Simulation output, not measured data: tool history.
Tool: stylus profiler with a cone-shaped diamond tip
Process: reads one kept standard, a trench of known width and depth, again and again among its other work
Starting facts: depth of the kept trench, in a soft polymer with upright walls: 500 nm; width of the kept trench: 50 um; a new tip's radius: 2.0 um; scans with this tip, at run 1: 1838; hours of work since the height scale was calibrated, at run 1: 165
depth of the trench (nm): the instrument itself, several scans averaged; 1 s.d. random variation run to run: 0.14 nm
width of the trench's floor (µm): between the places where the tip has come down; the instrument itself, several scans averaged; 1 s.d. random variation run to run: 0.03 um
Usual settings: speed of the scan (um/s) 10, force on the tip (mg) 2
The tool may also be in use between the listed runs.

run,hour,speed of the scan (um/s),force on the tip (mg),scans with this tip,hours of work since the height scale was calibrated,depth of the trench (nm),width of the trench's floor (µm)
1,0,10,2,1838,165,503.54,46.86
2,49.7,9,2,2104,189,503.39,46.74
3,109.3,9,2,2423,217,503.33,46.68
4,169.1,9,2,2743,246,503.5,46.59
5,238.2,27,2,3113,279,503.31,46.5
# hour 247.6: height scale calibrated on a step standard
6,312.1,10,0.95,3506,31,501.7,46.41
7,399.1,10,0.95,3972,73,501.64,46.33
8,484.9,10,0.95,4431,114,501.4,46.19
# hour 516.7: height scale calibrated on a step standard, once more
9,570.5,10,2.05,4887,26,503.52,46.11
10,644.1,10,2.05,5281,61,503.44,46.05
11,723.1,36,3.55,5704,99,505.07,45.83
12,791.7,36,3.55,6071,132,505.16,45.82
13,841.5,20,1.09,6338,156,501.93,45.69
14,930.6,7,2.13,6815,199,503.53,45.72
15,1004.7,7,2.13,7211,234,503.45,45.71
16,1078.5,30,2.56,7607,269,503.62,45.53
17,1161.2,30,2.56,8050,309,503.72,45.41

Below are 5 alternative next runs, each starting from the tool's condition after run 17. Predict each:
A,1250.1,30,1.3,8525,352,?,?
B,1250.1,20,4.94,8525,352,?,?
C,1250.1,30,4.86,8525,352,?,?
D,1250.1,10,2.56,8525,352,?,?
E,1250.1,30,2.46,8525,352,?,?

run,depth of the trench (nm),width of the trench's floor (µm)
A,502.46,45.29
B,506.19,45.39
C,505.94,45.38
D,503.83,45.41
E,503.53,45.29
Stripped of hidden state, with their random variation kept, the same runs would have yielded:
run,depth of the trench (nm),width of the trench's floor (µm)
A,502.97,47.21
B,506.71,47.31
C,506.45,47.3
D,504.34,47.33
E,504.04,47.21
